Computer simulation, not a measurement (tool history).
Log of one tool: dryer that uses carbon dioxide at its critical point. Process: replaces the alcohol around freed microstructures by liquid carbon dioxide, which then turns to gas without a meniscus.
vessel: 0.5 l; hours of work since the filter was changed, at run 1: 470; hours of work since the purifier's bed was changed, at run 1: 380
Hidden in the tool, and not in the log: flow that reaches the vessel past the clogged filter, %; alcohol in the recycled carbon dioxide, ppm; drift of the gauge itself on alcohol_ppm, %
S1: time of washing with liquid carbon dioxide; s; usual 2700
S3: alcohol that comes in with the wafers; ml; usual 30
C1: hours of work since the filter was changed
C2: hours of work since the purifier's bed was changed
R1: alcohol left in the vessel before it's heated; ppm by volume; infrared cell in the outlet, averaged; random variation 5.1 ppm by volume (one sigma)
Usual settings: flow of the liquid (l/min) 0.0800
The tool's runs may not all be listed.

Run 1, hour 0.0: usual settings; C1 470; C2 380. Result: R1 113 ppm by volume.
Run 2, hour 21.5: usual settings; C1 483; C2 393. Result: R1 121 ppm by volume.
Run 3, hour 39.6: usual settings; C1 494; C2 404. Result: R1 132 ppm by volume.
Run 4, hour 62.0: usual settings but S3 108 ml; C1 508; C2 417. Result: R1 427 ppm by volume.
Run 5, hour 85.4: usual settings but S3 22 ml; C1 522; C2 431. Result: R1 101 ppm by volume.
Run 6, hour 106.7: usual settings but S3 22 ml; C1 535; C2 444. Result: R1 107 ppm by volume.
Run 7, hour 125.1: usual settings; C1 546; C2 456. Result: R1 141 ppm by volume.
Run 8, hour 147.9: usual settings but S1 2340 s; C1 560; C2 469. Result: R1 299 ppm by volume.
At hour 158.0: inlet filter changed.
Run 9, hour 167.0: usual settings but S1 2340 s; C1 6; C2 480. Result: R1 173 ppm by volume.
Run 10, hour 184.4: usual settings but S1 2340 s; C1 16; C2 491. Result: R1 175 ppm by volume.
Run 11, hour 197.4: usual settings but S1 2340 s, S3 23 ml; C1 24; C2 499. Result: R1 143 ppm by volume.
Run 12, hour 208.5: usual settings but S1 2340 s, S3 23 ml; C1 31; C2 506. Result: R1 144 ppm by volume.
Run 13, hour 218.9: usual settings but S1 2340 s, S3 23 ml; C1 37; C2 512. Result: R1 150 ppm by volume.
Run 14, hour 231.9: usual settings; C1 45; C2 520. Result: R1 81 ppm by volume.
Run 15, hour 242.6: usual settings; C1 51; C2 526. Result: R1 87 ppm by volume.
Run 16, hour 257.3: usual settings; C1 60; C2 535. Result: R1 91 ppm by volume.
Run 17, hour 277.1: usual settings; C1 72; C2 547. Result: R1 81 ppm by volume.
Run 18, hour 293.3: usual settings but flow of the liquid (l/min) 0.0977; C1 82; C2 557. Result: R1 45 ppm by volume.
Run 19, hour 305.1: usual settings but flow of the liquid (l/min) 0.0977; C1 89; C2 564. Result: R1 48 ppm by volume.
Run 20, hour 327.4: usual settings but flow of the liquid (l/min) 0.0977; C1 103; C2 578. Result: R1 51 ppm by volume.
Run 21, hour 339.0: usual settings but flow of the liquid (l/min) 0.0977, S3 41 ml; C1 110; C2 585. Result: R1 42 ppm by volume.
Run 22, hour 359.3: usual settings but flow of the liquid (l/min) 0.0977, S3 41 ml; C1 122; C2 597. Result: R1 52 ppm by volume.
Run 23, hour 373.4: usual settings but flow of the liquid (l/min) 0.0977, S3 41 ml; C1 131; C2 606. Result: R1 47 ppm by volume.
Run 24, hour 385.8: usual settings but S3 106 ml; C1 138; C2 613. Result: R1 287 ppm by volume.
Run 25, hour 398.9: usual settings but S3 106 ml; C1 146; C2 621. Result: R1 294 ppm by volume.
Run 26, hour 422.4: usual settings but S3 106 ml; C1 161; C2 636. Result: R1 292 ppm by volume.
Run 27, hour 435.4: usual settings but S1 1680 s, S3 108 ml; C1 169; C2 644. Result: R1 3382 ppm by volume.
Run 28, hour 447.0: usual settings but S1 1980 s, S3 90 ml; C1 176; C2 651. Result: R1 1344 ppm by volume.
Run 29, hour 465.4: usual settings but S1 1980 s, S3 90 ml; C1 187; C2 662. Result: R1 1400 ppm by volume.
Run 30, hour 488.4: usual settings but S1 2340 s, flow of the liquid (l/min) 0.0534, S3 53 ml; C1 201; C2 676. Result: R1 2119 ppm by volume.
Run 31, hour 509.3: usual settings but S1 1800 s, flow of the liquid (l/min) 0.0678, S3 53 ml; C1 213; C2 688. Result: R1 2434 ppm by volume.
Run 32, hour 520.3: usual settings but S1 1800 s, flow of the liquid (l/min) 0.0678, S3 53 ml; C1 220; C2 695. Result: R1 2430 ppm by volume.
Run 33, hour 540.7: usual settings but S1 2460 s, flow of the liquid (l/min) 0.0786, S3 31 ml; C1 233; C2 708. Result: R1 199 ppm by volume.
Run 34, hour 551.9: usual settings but S1 2100 s, flow of the liquid (l/min) 0.0786, S3 73 ml; C1 239; C2 714. Result: R1 948 ppm by volume.
Run 35, hour 563.6: usual settings but flow of the liquid (l/min) 0.0734, S3 51 ml; C1 247; C2 721. Result: R1 264 ppm by volume.
Run 36, hour 581.8: usual settings but S1 2940 s, flow of the liquid (l/min) 0.1052, S3 67 ml; C1 258; C2 733. Result: R1 44 ppm by volume.

Forecast run 37:
Run 37, hour 604.6: usual settings but S1 3180 s, flow of the liquid (l/min) 0.0485, S3 54 ml; C1 271; C2 746. Result: R1 ?.

Run 37 gave R1 923 ppm by volume.
Without the tool's hidden state the same run would have given R1 702 ppm by volume.
